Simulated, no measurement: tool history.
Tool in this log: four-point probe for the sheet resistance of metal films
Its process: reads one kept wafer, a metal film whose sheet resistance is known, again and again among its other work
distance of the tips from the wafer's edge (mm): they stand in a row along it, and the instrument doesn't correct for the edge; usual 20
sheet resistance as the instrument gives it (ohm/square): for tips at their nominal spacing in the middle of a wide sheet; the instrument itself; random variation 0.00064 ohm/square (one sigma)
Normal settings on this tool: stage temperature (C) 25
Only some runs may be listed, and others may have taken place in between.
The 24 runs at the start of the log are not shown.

run,hour,stage temperature (C),distance of the tips from the wafer's edge (mm),touches since the probe head was changed,hours of work since the stage's thermometer was calibrated,sheet resistance as the instrument gives it (ohm/square)
25,387.1,20,26,15848,214,3.189503
26,411.1,20,3,16481,224,3.235775
27,431.5,20,3,17020,234,3.236209
28,449.9,20,31,17506,242,3.190128
29,472.4,22,72,18098,252,3.192196
30,492.4,21,48,18626,262,3.191776
31,509.4,20,5,19075,269,3.207779
32,534,22,40,19724,281,3.193725
33,549.4,25,12,20129,288,3.200876
34,574,25,39,20779,299,3.196689
35,589.6,19,3,21192,306,3.236661
36,604.3,28,3,21580,313,3.248139
37,616.1,28,3,21890,318,3.249561
38,636.6,28,3,22430,328,3.247631
39,650.9,23,4,22809,334,3.221458
40,667.2,19,21,23238,342,3.190467
41,683.4,19,21,23667,349,3.191341
42,706.3,18,18,24271,359,3.189584
43,729.3,18,18,24876,370,3.189502
44,746.1,29,16,25320,378,3.204951
45,766.8,29,16,25866,387,3.204316

Here are 3 independent what-if runs from the current tool condition. What would each one return?
A,788.7,23,4,26445,397,?
B,788.7,29,9,26445,397,?
C,788.7,30,32,26445,397,?

run,sheet resistance as the instrument gives it (ohm/square)
A,3.22079
B,3.208465
C,3.20488
Had the tool no hidden state, the same runs would have come out as:
run,sheet resistance as the instrument gives it (ohm/square)
A,3.215685
B,3.203363
C,3.199782

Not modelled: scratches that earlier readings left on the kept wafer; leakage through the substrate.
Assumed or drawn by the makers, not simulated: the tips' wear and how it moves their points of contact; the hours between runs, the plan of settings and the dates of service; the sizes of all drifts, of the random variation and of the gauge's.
